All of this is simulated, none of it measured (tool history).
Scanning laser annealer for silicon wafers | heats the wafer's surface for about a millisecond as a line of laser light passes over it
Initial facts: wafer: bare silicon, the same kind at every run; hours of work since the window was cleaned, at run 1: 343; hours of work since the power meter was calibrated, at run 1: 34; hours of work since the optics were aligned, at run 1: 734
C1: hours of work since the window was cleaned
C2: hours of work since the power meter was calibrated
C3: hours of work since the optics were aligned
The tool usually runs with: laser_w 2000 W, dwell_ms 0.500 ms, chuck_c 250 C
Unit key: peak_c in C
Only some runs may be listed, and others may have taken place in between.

{"run": 1, "hour": 0.0, "laser_w": 2000, "dwell_ms": 0.5, "chuck_c": 250, "C1": 343, "C2": 34, "C3": 734, "peak_c": 1008}
{"hour": 10.2, "done": "optics aligned, line set to its width"}
{"run": 2, "hour": 45.7, "laser_w": 2000, "dwell_ms": 0.5, "chuck_c": 250, "C1": 371, "C2": 62, "C3": 25, "peak_c": 993}
{"run": 3, "hour": 71.3, "laser_w": 2000, "dwell_ms": 0.5, "chuck_c": 250, "C1": 389, "C2": 80, "C3": 43, "peak_c": 997}
{"run": 4, "hour": 111.7, "laser_w": 2199, "dwell_ms": 0.5, "chuck_c": 250, "C1": 418, "C2": 108, "C3": 71, "peak_c": 1066}
{"hour": 121.3, "done": "window over the wafer cleaned"}
{"run": 5, "hour": 141.6, "laser_w": 2199, "dwell_ms": 0.5, "chuck_c": 250, "C1": 14, "C2": 128, "C3": 91, "peak_c": 1123}
{"run": 6, "hour": 168.2, "laser_w": 2000, "dwell_ms": 0.5, "chuck_c": 250, "C1": 33, "C2": 147, "C3": 109, "peak_c": 1036}
{"hour": 191.8, "done": "optics aligned, line set to its width, once more"}
{"run": 7, "hour": 208.4, "laser_w": 2000, "dwell_ms": 0.5, "chuck_c": 250, "C1": 57, "C2": 171, "C3": 12, "peak_c": 1061}
{"run": 8, "hour": 238.1, "laser_w": 2000, "dwell_ms": 0.5, "chuck_c": 250, "C1": 78, "C2": 192, "C3": 32, "peak_c": 1050}
{"run": 9, "hour": 264.9, "laser_w": 2000, "dwell_ms": 0.5, "chuck_c": 250, "C1": 97, "C2": 211, "C3": 51, "peak_c": 1054}
{"run": 10, "hour": 285.6, "laser_w": 1926, "dwell_ms": 0.567, "chuck_c": 232, "C1": 111, "C2": 225, "C3": 66, "peak_c": 1043}
{"run": 11, "hour": 303.4, "laser_w": 2169, "dwell_ms": 0.557, "chuck_c": 244, "C1": 124, "C2": 238, "C3": 78, "peak_c": 1152}
{"run": 12, "hour": 334.3, "laser_w": 2169, "dwell_ms": 0.557, "chuck_c": 244, "C1": 146, "C2": 259, "C3": 100, "peak_c": 1152}
{"run": 13, "hour": 362.6, "laser_w": 2169, "dwell_ms": 0.557, "chuck_c": 244, "C1": 165, "C2": 279, "C3": 120, "peak_c": 1148}
{"run": 14, "hour": 389.3, "laser_w": 1701, "dwell_ms": 0.48, "chuck_c": 220, "C1": 184, "C2": 298, "C3": 138, "peak_c": 876}
{"run": 15, "hour": 426.5, "laser_w": 1886, "dwell_ms": 0.443, "chuck_c": 248, "C1": 210, "C2": 324, "C3": 164, "peak_c": 947}

Take each entry between the runs: how does the hidden state at the last listed run before it differ from the hidden state at the first listed run after it?
In the gap between runs 1 and 2: optics aligned, line set to its width (hour 10.2)
  light that passes the window, % of a clean one's: 94.82 -> 94.43; laser's true power over the reading, %: 0.05 -> 0.04; width of the line over the set one, %: 3.67 -> 5.42
  measured less the result without the state, peak_c: -59 -> -70 C
In the gap between runs 4 and 5: window over the wafer cleaned (hour 121.3)
  light that passes the window, % of a clean one's: 93.83 -> 99.71; width of the line over the set one, %: 5.64 -> 5.74
  measured less the result without the state, peak_c: -84 -> -32 C
In the gap between runs 6 and 7: optics aligned, line set to its width, once more (hour 191.8)
  light that passes the window, % of a clean one's: 99.45 -> 99.12; laser's true power over the reading, %: 0.01 -> 0; width of the line over the set one, %: 5.82 -> 0.43
  measured less the result without the state, peak_c: -31 -> -9 C
